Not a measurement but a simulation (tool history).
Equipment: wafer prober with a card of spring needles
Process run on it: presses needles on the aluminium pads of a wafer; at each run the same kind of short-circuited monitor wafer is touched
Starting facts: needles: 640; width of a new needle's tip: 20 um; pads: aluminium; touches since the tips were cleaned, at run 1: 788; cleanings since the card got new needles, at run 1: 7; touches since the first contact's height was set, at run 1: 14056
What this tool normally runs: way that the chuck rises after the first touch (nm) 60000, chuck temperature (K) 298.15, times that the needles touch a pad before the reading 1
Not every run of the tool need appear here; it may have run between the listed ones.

run   hour  way that the chuck rises after the first touch (nm)  chuck temperature (K)  times that the needles touch a pad before the reading  touches since the tips were cleaned  cleanings since the card got new needles  touches since the first contact's height was set  resistance of one needle with its contact and lead (mohm)  way that a needle slides on the pad (nm)
  1      0                                                60000                 298.15                                                      1                                  788                                         7                                             14056                                                        348                                      8880
       3.4  -- tips cleaned on abrasive film
  2    7.3                                                60000                 386.15                                                      1                                 1037                                         8                                             15975                                                        382                                      8770
       9.9  -- tips cleaned on abrasive film
  3   15.1                                                60000                 298.15                                                      2                                 1387                                         9                                             18011                                                        343                                      8810
      16.2  -- tips cleaned on abrasive film
  4   20.2                                                60000                 298.15                                                      1                                 1071                                        10                                             19334                                                        369                                      8880
      22.6  -- tips cleaned on abrasive film
  5   26.2                                                60000                 339.15                                                      1                                  949                                        11                                             20883                                                        376                                      8860
      29.3  -- tips cleaned on abrasive film
  6   31.1                                                60000                 300.15                                                      1                                  459                                        12                                             22155                                                        326                                      8840
      35.8  -- tips cleaned on abrasive film
  7   37.5                                                60000                 300.15                                                      1                                  461                                        13                                             23839                                                        330                                      8750
      42.2  -- tips cleaned on abrasive film
  8   47.2                                                60000                 298.15                                                      1                                 1318                                        14                                             26357                                                        396                                      8790
      48.4  -- tips cleaned on abrasive film
      55.1  -- tips cleaned on abrasive film
  9   56.1                                                60000                 298.15                                                      1                                  261                                        16                                             28668                                                        310                                      8900
      61.3  -- tips cleaned on abrasive film
 10     63                                                60000                 298.15                                                      1                                  433                                        17                                             30466                                                        319                                      8500
        68  -- tips cleaned on abrasive film
 11   70.7                                                60000                 298.15                                                      1                                  729                                        18                                             32499                                                        358                                      8720
      74.5  -- tips cleaned on abrasive film
 12   79.8                                                49000                 298.15                                                      1                                 1397                                        19                                             34863                                                        483                                      7030
      80.7  -- tips cleaned on abrasive film
      87.2  -- tips cleaned on abrasive film
 13   90.3                                                49000                 347.15                                                      1                                  834                                        21                                             37611                                                        411                                      6960
      93.4  -- tips cleaned on abrasive film
       100  -- tips cleaned on abrasive film
 14  100.7                                                49000                 347.15                                                      1                                  181                                        23                                             40302                                                        338                                      6810
     106.6  -- tips cleaned on abrasive film
 15  109.9                                                49000                 347.15                                                      3                                  868                                        24                                             42700                                                        337                                      6740
     113.6  -- tips cleaned on abrasive film
 16  118.6                                                49000                 347.15                                                      3                                 1349                                        25                                             45000                                                        358                                      6890
     119.8  -- tips cleaned on abrasive film
 17  124.2                                                61000                 356.15                                                      1                                 1173                                        26                                             46439                                                        394                                      8770
     126.2  -- tips cleaned on abrasive film
 18  129.3                                                61000                 356.15                                                      1                                  820                                        27                                             47776                                                        385                                      8800
     133.1  -- tips cleaned on abrasive film
 19  134.9                                                60000                 348.15                                                      1                                  484                                        28                                             49237                                                        354                                      8470
     139.8  -- tips cleaned on abrasive film
 20  142.9                                                60000                 348.15                                                      1                                  834                                        29                                             51327                                                        380                                      8400
     146.1  -- tips cleaned on abrasive film
 21  148.9                                                60000                 348.15                                                      1                                  744                                        30                                             52879                                                        374                                      8310
     152.4  -- tips cleaned on abrasive film
 22  156.3                                                49000                 344.15                                                      1                                 1045                                        31                                             54812                                                        457                                      6860
     159.1  -- tips cleaned on abrasive film
 23  162.1                                                49000                 344.15                                                      1                                  782                                        32                                             56315                                                        430                                      6820
     165.8  -- tips cleaned on abrasive film
 24  168.7                                                57000                 373.15                                                      2                                  783                                        33                                             58055                                                        353                                      8020
     172.2  -- tips cleaned on abrasive film
     178.4  -- tips cleaned on abrasive film
 25  179.4                                                57000                 373.15                                                      2                                  279                                        35                                             60825                                                        318                                      8100
     184.8  -- tips cleaned on abrasive film
 26  189.3                                                49000                 311.15                                                      1                                 1170                                        36                                             63408                                                        487                                      6850
     191.1  -- tips cleaned on abrasive film
       198  -- tips cleaned on abrasive film
 27  198.3                                                62000                 310.15                                                      1                                   70                                        38                                             65745                                                        282                                      8560
 28  203.1                                                60000                 298.15                                                      2                                 1343                                        38                                             67018                                                        363                                      8180
     204.1  -- tips cleaned on abrasive film
     210.3  -- tips cleaned on abrasive film
 29  211.5                                                50000                 322.15                                                      2                                  304                                        40                                             69184                                                        329                                      6750

How would selected steps in resistance of one needle with its contact and lead (mohm) from run to run divide? Give the signed amount a tool lacking its hidden state would still show from settings, what came in and random variation, and the signed amount left for the hidden state, including any gauge scatter that is not in both of the compared results.
The tool's hidden condition here consists of: debris on the tips, nm; way that the needles fall short of the set height, um; tips' diameter, um; drift of the gauge itself on contact_mohm, %; drift of the gauge itself on scrub_um, %.
Run 25 -> 26: way that the chuck rises after the first touch (nm) 57000 -> 49000, chuck temperature (K) 373.15 -> 311.15, times that the needles touch a pad before the reading 2 -> 1, tips cleaned on abrasive film. resistance of one needle with its contact and lead (mohm) +169: hidden state +183, all else -14.
Run 26 -> 27: way that the chuck rises after the first touch (nm) 49000 -> 62000, chuck temperature (K) 311.15 -> 310.15, tips cleaned on abrasive film, tips cleaned on abrasive film. resistance of one needle with its contact and lead (mohm) -205: hidden state -196, all else -9.
